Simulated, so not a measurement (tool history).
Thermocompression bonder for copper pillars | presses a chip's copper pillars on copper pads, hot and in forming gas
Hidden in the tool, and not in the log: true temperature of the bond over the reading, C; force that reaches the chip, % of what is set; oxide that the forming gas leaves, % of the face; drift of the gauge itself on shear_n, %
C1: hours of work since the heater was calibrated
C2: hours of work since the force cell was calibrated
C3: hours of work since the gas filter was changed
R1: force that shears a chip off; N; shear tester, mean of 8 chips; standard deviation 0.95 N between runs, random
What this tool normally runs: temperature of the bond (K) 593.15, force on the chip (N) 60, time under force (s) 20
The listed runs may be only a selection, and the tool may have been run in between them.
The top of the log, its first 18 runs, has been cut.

Run 19, hour 618.8: usual settings; C1 617; C2 63; C3 435. Result: R1 81.9 N.
At hour 630.0: forming gas filter changed.
Run 20, hour 668.5: usual settings; C1 645; C2 90; C3 22. Result: R1 84.8 N.
Run 21, hour 694.3: usual settings but time under force (s) 53; C1 660; C2 105; C3 36. Result: R1 111.0 N.
Run 22, hour 731.4: usual settings but time under force (s) 53; C1 681; C2 126; C3 57. Result: R1 112.9 N.
Run 23, hour 757.4: usual settings but temperature of the bond (K) 596.15; C1 695; C2 140; C3 72. Result: R1 86.6 N.
Run 24, hour 794.2: usual settings but temperature of the bond (K) 622.15, force on the chip (N) 79, time under force (s) 30; C1 716; C2 161; C3 92. Result: R1 135.5 N.
Run 25, hour 825.8: usual settings but force on the chip (N) 54; C1 734; C2 179; C3 110. Result: R1 79.9 N.
Run 26, hour 868.4: usual settings but temperature of the bond (K) 618.15, force on the chip (N) 75, time under force (s) 45; C1 758; C2 203; C3 134. Result: R1 133.6 N.
Run 27, hour 897.1: usual settings but temperature of the bond (K) 618.15, force on the chip (N) 75, time under force (s) 23; C1 774; C2 219; C3 150. Result: R1 123.3 N.
Run 28, hour 935.3: usual settings but temperature of the bond (K) 596.15, force on the chip (N) 73; C1 795; C2 241; C3 172. Result: R1 98.6 N.
Run 29, hour 961.9: usual settings but temperature of the bond (K) 584.15, force on the chip (N) 58, time under force (s) 28; C1 810; C2 256; C3 187. Result: R1 84.8 N.
Run 30, hour 1012.9: usual settings but temperature of the bond (K) 584.15, force on the chip (N) 43, time under force (s) 25; C1 839; C2 284; C3 216. Result: R1 65.7 N.
Run 31, hour 1061.2: usual settings but temperature of the bond (K) 584.15, force on the chip (N) 43, time under force (s) 25; C1 866; C2 312; C3 243. Result: R1 65.9 N.
Run 32, hour 1090.5: usual settings but temperature of the bond (K) 575.15, force on the chip (N) 55, time under force (s) 18; C1 883; C2 328; C3 259. Result: R1 63.6 N.
Run 33, hour 1122.9: usual settings but temperature of the bond (K) 577.15, force on the chip (N) 51, time under force (s) 43; C1 901; C2 346; C3 278. Result: R1 82.0 N.
Run 34, hour 1172.0: usual settings but temperature of the bond (K) 609.15, force on the chip (N) 81, time under force (s) 39; C1 929; C2 374; C3 305. Result: R1 128.3 N.
Run 35, hour 1203.6: usual settings but force on the chip (N) 89; C1 947; C2 392; C3 323. Result: R1 105.8 N.
Run 36, hour 1240.0: usual settings but force on the chip (N) 81; C1 967; C2 412; C3 344. Result: R1 102.6 N.
Run 37, hour 1282.4: usual settings but temperature of the bond (K) 568.15, force on the chip (N) 59, time under force (s) 43; C1 991; C2 436; C3 367. Result: R1 83.4 N.
Run 38, hour 1331.5: usual settings but temperature of the bond (K) 568.15, force on the chip (N) 59, time under force (s) 43; C1 1019; C2 464; C3 395. Result: R1 81.6 N.
Run 39, hour 1361.9: usual settings but temperature of the bond (K) 568.15, force on the chip (N) 59, time under force (s) 43; C1 1036; C2 481; C3 412. Result: R1 82.0 N.

5 options for the next run, each taken on its own from the tool as it stands now. Forecast them:
Run A, hour 1407.7: usual settings but force on the chip (N) 57, time under force (s) 40; C1 1062; C2 507; C3 438. Result: R1 ?.
Run B, hour 1407.7: usual settings but force on the chip (N) 65; C1 1062; C2 507; C3 438. Result: R1 ?.
Run C, hour 1407.7: usual settings but temperature of the bond (K) 605.15, force on the chip (N) 62, time under force (s) 43; C1 1062; C2 507; C3 438. Result: R1 ?.
Run D, hour 1407.7: usual settings but temperature of the bond (K) 579.15, force on the chip (N) 39, time under force (s) 18; C1 1062; C2 507; C3 438. Result: R1 ?.
Run E, hour 1407.7: usual settings but temperature of the bond (K) 600.15, force on the chip (N) 83, time under force (s) 12; C1 1062; C2 507; C3 438. Result: R1 ?.

run     R1
  A  101.1
  B   89.4
  C  116.7
  D   49.0
  E   96.0
With the hidden condition removed and each run's random variation left untouched, the same runs would have given:
run     R1
  A   97.8
  B   85.8
  C  115.1
  D   45.4
  E   92.7

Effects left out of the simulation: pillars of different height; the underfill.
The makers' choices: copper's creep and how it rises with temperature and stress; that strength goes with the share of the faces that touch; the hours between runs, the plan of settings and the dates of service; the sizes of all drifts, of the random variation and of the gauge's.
